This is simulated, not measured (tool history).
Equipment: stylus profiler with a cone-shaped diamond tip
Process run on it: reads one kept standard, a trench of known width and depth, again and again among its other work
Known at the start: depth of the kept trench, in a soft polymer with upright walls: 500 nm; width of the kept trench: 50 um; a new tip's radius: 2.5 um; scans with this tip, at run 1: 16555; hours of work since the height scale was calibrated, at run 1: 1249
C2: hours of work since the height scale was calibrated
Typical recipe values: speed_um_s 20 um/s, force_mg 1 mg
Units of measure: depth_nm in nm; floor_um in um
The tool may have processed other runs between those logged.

{"run": 1, "hour": 0.0, "speed_um_s": 20, "force_mg": 1, "scans with this tip": 16555, "C2": 1249, "depth_nm": 501.45, "floor_um": 46.82}
{"run": 2, "hour": 31.1, "speed_um_s": 14, "force_mg": 1, "scans with this tip": 16805, "C2": 1267, "depth_nm": 501.71, "floor_um": 46.85}
{"run": 3, "hour": 52.4, "speed_um_s": 14, "force_mg": 1, "scans with this tip": 16976, "C2": 1280, "depth_nm": 501.72, "floor_um": 46.92}
{"run": 4, "hour": 78.3, "speed_um_s": 14, "force_mg": 1, "scans with this tip": 17184, "C2": 1296, "depth_nm": 501.61, "floor_um": 46.88}
{"run": 5, "hour": 125.5, "speed_um_s": 14, "force_mg": 1, "scans with this tip": 17563, "C2": 1325, "depth_nm": 501.52, "floor_um": 46.85}
{"run": 6, "hour": 159.3, "speed_um_s": 20, "force_mg": 0.96, "scans with this tip": 17835, "C2": 1345, "depth_nm": 501.42, "floor_um": 46.86}
{"run": 7, "hour": 204.3, "speed_um_s": 25, "force_mg": 1, "scans with this tip": 18197, "C2": 1372, "depth_nm": 501.8, "floor_um": 46.77}
{"run": 8, "hour": 244.7, "speed_um_s": 25, "force_mg": 1, "scans with this tip": 18521, "C2": 1397, "depth_nm": 501.41, "floor_um": 46.8}
{"run": 9, "hour": 294.4, "speed_um_s": 25, "force_mg": 1, "scans with this tip": 18921, "C2": 1427, "depth_nm": 501.33, "floor_um": 46.77}
{"run": 10, "hour": 345.0, "speed_um_s": 25, "force_mg": 1, "scans with this tip": 19327, "C2": 1458, "depth_nm": 501.6, "floor_um": 46.8}
{"run": 11, "hour": 384.0, "speed_um_s": 25, "force_mg": 1, "scans with this tip": 19641, "C2": 1481, "depth_nm": 501.32, "floor_um": 46.78}
{"run": 12, "hour": 409.4, "speed_um_s": 25, "force_mg": 1, "scans with this tip": 19845, "C2": 1497, "depth_nm": 501.76, "floor_um": 46.79}
{"run": 13, "hour": 431.9, "speed_um_s": 25, "force_mg": 1, "scans with this tip": 20026, "C2": 1510, "depth_nm": 501.51, "floor_um": 46.77}
{"run": 14, "hour": 454.5, "speed_um_s": 25, "force_mg": 1, "scans with this tip": 20207, "C2": 1524, "depth_nm": 501.59, "floor_um": 46.81}
{"run": 15, "hour": 489.6, "speed_um_s": 6, "force_mg": 1, "scans with this tip": 20489, "C2": 1545, "depth_nm": 501.31, "floor_um": 46.99}
{"run": 16, "hour": 529.4, "speed_um_s": 20, "force_mg": 1, "scans with this tip": 20810, "C2": 1570, "depth_nm": 501.69, "floor_um": 46.81}
{"run": 17, "hour": 576.8, "speed_um_s": 20, "force_mg": 1.76, "scans with this tip": 21190, "C2": 1598, "depth_nm": 502.2, "floor_um": 46.86}
{"run": 18, "hour": 624.8, "speed_um_s": 20, "force_mg": 1.76, "scans with this tip": 21576, "C2": 1627, "depth_nm": 502.16, "floor_um": 46.86}
{"run": 19, "hour": 667.2, "speed_um_s": 11, "force_mg": 1.76, "scans with this tip": 21917, "C2": 1653, "depth_nm": 502.23, "floor_um": 46.89}
{"run": 20, "hour": 696.8, "speed_um_s": 19, "force_mg": 1, "scans with this tip": 22155, "C2": 1671, "depth_nm": 501.43, "floor_um": 46.89}
{"run": 21, "hour": 730.1, "speed_um_s": 19, "force_mg": 1, "scans with this tip": 22422, "C2": 1691, "depth_nm": 501.57, "floor_um": 46.84}
{"run": 22, "hour": 757.3, "speed_um_s": 59, "force_mg": 1, "scans with this tip": 22641, "C2": 1708, "depth_nm": 501.68, "floor_um": 46.55}
{"run": 23, "hour": 801.9, "speed_um_s": 20, "force_mg": 1.36, "scans with this tip": 22999, "C2": 1735, "depth_nm": 502, "floor_um": 46.81}
{"run": 24, "hour": 852.8, "speed_um_s": 20, "force_mg": 1.36, "scans with this tip": 23408, "C2": 1766, "depth_nm": 501.95, "floor_um": 46.85}
{"run": 25, "hour": 893.3, "speed_um_s": 6, "force_mg": 0.79, "scans with this tip": 23734, "C2": 1790, "depth_nm": 501.23, "floor_um": 46.92}
{"run": 26, "hour": 945.2, "speed_um_s": 6, "force_mg": 0.79, "scans with this tip": 24151, "C2": 1822, "depth_nm": 501.26, "floor_um": 46.96}
{"run": 27, "hour": 994.0, "speed_um_s": 56, "force_mg": 0.48, "scans with this tip": 24543, "C2": 1851, "depth_nm": 501.08, "floor_um": 46.42}
{"run": 28, "hour": 1040.2, "speed_um_s": 35, "force_mg": 2.68, "scans with this tip": 24915, "C2": 1879, "depth_nm": 502.92, "floor_um": 46.86}
{"run": 29, "hour": 1085.5, "speed_um_s": 35, "force_mg": 1.3, "scans with this tip": 25279, "C2": 1907, "depth_nm": 501.67, "floor_um": 46.74}
{"run": 30, "hour": 1118.4, "speed_um_s": 13, "force_mg": 0.51, "scans with this tip": 25543, "C2": 1927, "depth_nm": 501.06, "floor_um": 46.87}
{"run": 31, "hour": 1161.2, "speed_um_s": 14, "force_mg": 1.19, "scans with this tip": 25887, "C2": 1953, "depth_nm": 502.01, "floor_um": 46.88}
{"run": 32, "hour": 1188.0, "speed_um_s": 7, "force_mg": 1.48, "scans with this tip": 26102, "C2": 1969, "depth_nm": 502, "floor_um": 46.94}
{"hour": 1240.3, "done": "new tip fitted, height scale calibrated"}
{"run": 33, "hour": 1242.2, "speed_um_s": 7, "force_mg": 1.48, "scans with this tip": 15, "C2": 1, "depth_nm": 501.94, "floor_um": 46.95}
{"run": 34, "hour": 1291.1, "speed_um_s": 7, "force_mg": 1.48, "scans with this tip": 408, "C2": 31, "depth_nm": 502.18, "floor_um": 46.96}
{"run": 35, "hour": 1327.4, "speed_um_s": 45, "force_mg": 1.47, "scans with this tip": 700, "C2": 53, "depth_nm": 501.92, "floor_um": 46.76}
{"run": 36, "hour": 1369.4, "speed_um_s": 9, "force_mg": 1.85, "scans with this tip": 1037, "C2": 78, "depth_nm": 502.17, "floor_um": 46.93}
{"run": 37, "hour": 1406.1, "speed_um_s": 19, "force_mg": 2.77, "scans with this tip": 1332, "C2": 100, "depth_nm": 502.92, "floor_um": 46.91}
{"run": 38, "hour": 1432.2, "speed_um_s": 20, "force_mg": 0.77, "scans with this tip": 1542, "C2": 116, "depth_nm": 501.49, "floor_um": 46.85}
{"run": 39, "hour": 1474.2, "speed_um_s": 20, "force_mg": 0.77, "scans with this tip": 1879, "C2": 142, "depth_nm": 501.56, "floor_um": 46.8}
{"run": 40, "hour": 1504.4, "speed_um_s": 5, "force_mg": 0.35, "scans with this tip": 2122, "C2": 160, "depth_nm": 500.63, "floor_um": 46.87}
{"run": 41, "hour": 1555.7, "speed_um_s": 12, "force_mg": 1.6, "scans with this tip": 2534, "C2": 191, "depth_nm": 502.04, "floor_um": 46.95}
{"run": 42, "hour": 1597.7, "speed_um_s": 7, "force_mg": 1.86, "scans with this tip": 2872, "C2": 217, "depth_nm": 502.06, "floor_um": 46.97}
{"run": 43, "hour": 1638.6, "speed_um_s": 72, "force_mg": 1.37, "scans with this tip": 3201, "C2": 241, "depth_nm": 501.88, "floor_um": 46.57}
{"run": 44, "hour": 1661.7, "speed_um_s": 72, "force_mg": 1.37, "scans with this tip": 3386, "C2": 255, "depth_nm": 502.02, "floor_um": 46.58}
{"run": 45, "hour": 1689.9, "speed_um_s": 62, "force_mg": 0.36, "scans with this tip": 3613, "C2": 273, "depth_nm": 500.56, "floor_um": 46.25}
{"run": 46, "hour": 1735.1, "speed_um_s": 26, "force_mg": 1.48, "scans with this tip": 3976, "C2": 300, "depth_nm": 502.04, "floor_um": 46.85}

Each run again, without the hidden state but with its own random variation kept:
Hidden state at play: radius of the tip, um; height scale over the true one, %; drift of the gauge itself on depth_nm, %; drift of the gauge itself on floor_um, %.
run=1 floor_um=46.84
run=2 floor_um=46.87
run=3 floor_um=46.94
run=4 floor_um=46.91
run=5 floor_um=46.87
run=6 floor_um=46.88
run=7 floor_um=46.8
run=8 floor_um=46.83
run=9 floor_um=46.8
run=10 floor_um=46.82
run=11 floor_um=46.81
run=12 floor_um=46.81
run=13 floor_um=46.79
run=14 floor_um=46.84
run=15 floor_um=47.02
run=16 floor_um=46.84
run=17 floor_um=46.89
run=18 floor_um=46.89
run=19 floor_um=46.92
run=20 floor_um=46.92
run=21 floor_um=46.87
run=22 floor_um=46.58
run=23 floor_um=46.84
run=24 floor_um=46.88
run=25 floor_um=46.95
run=26 floor_um=46.99
run=27 floor_um=46.45
run=28 floor_um=46.89
run=29 floor_um=46.77
run=30 floor_um=46.9
run=31 floor_um=46.92
run=32 floor_um=46.98
run=33 floor_um=46.95
run=34 floor_um=46.96
run=35 floor_um=46.76
run=36 floor_um=46.93
run=37 floor_um=46.92
run=38 floor_um=46.85
run=39 floor_um=46.8
run=40 floor_um=46.87
run=41 floor_um=46.96
run=42 floor_um=46.97
run=43 floor_um=46.58
run=44 floor_um=46.59
run=45 floor_um=46.26
run=46 floor_um=46.85
depth_nm: differs from the measured result by no more than 0.05 nm in any run.
